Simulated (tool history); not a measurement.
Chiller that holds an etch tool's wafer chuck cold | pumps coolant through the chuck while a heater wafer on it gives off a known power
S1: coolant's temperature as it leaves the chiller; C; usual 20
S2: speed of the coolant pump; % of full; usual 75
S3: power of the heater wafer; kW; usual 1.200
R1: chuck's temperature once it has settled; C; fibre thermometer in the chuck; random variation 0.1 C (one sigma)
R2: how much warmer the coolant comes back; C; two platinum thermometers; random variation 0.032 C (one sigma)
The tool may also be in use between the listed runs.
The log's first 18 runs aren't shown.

run 19 hour=1362.2 | S1=13 S2=83 S3=1.200 | R1=26.0 R2=3.69
run 20 hour=1453.8 | S1=18 S2=72 S3=1.694 | R1=37.7 R2=5.98
run 21 hour=1544.3 | S1=12 S2=71 S3=0.909 | R1=22.6 R2=3.31
run 22 hour=1606.6 | S1=12 S2=67 S3=1.717 | R1=32.9 R2=6.57
run 23 hour=1661.5 | S1=12 S2=67 S3=1.717 | R1=33.0 R2=6.56
run 24 hour=1728.8 | S1=10 S2=75 S3=1.200 | R1=23.9 R2=4.09
run 25 hour=1834.5 | S1=26 S2=75 S3=1.548 | R1=44.3 R2=5.37
run 26 hour=1889.0 | S1=18 S2=75 S3=1.200 | R1=32.0 R2=4.13
run 27 hour=1992.5 | S1=18 S2=75 S3=1.200 | R1=32.0 R2=4.12
run 28 hour=2082.2 | S1=20 S2=75 S3=0.775 | R1=29.2 R2=2.67
run 29 hour=2175.5 | S1=20 S2=75 S3=1.622 | R1=39.0 R2=5.59
run 30 hour=2272.0 | S1=11 S2=76 S3=1.630 | R1=30.0 R2=5.64
run 31 hour=2377.8 | S1=14 S2=76 S3=1.630 | R1=33.3 R2=5.57

4 ways to go on from here, each from the tool as it stands after run 31. What would each give?
run A hour=2482.8 | S1=22 S2=61 S3=0.663 | R1=? R2=?
run B hour=2482.8 | S1=20 S2=75 S3=1.200 | R1=? R2=?
run C hour=2482.8 | S1=11 S2=75 S3=1.200 | R1=? R2=?
run D hour=2482.8 | S1=11 S2=75 S3=0.748 | R1=? R2=?

run=A R1=31.0 R2=2.88
run=B R1=34.2 R2=4.16
run=C R1=25.3 R2=4.20
run=D R1=20.2 R2=2.59
Without the tool's hidden state the same runs would have given:
run=A R1=29.5 R2=2.65
run=B R1=31.9 R2=3.83
run=C R1=23.0 R2=3.86
run=D R1=18.7 R2=2.39

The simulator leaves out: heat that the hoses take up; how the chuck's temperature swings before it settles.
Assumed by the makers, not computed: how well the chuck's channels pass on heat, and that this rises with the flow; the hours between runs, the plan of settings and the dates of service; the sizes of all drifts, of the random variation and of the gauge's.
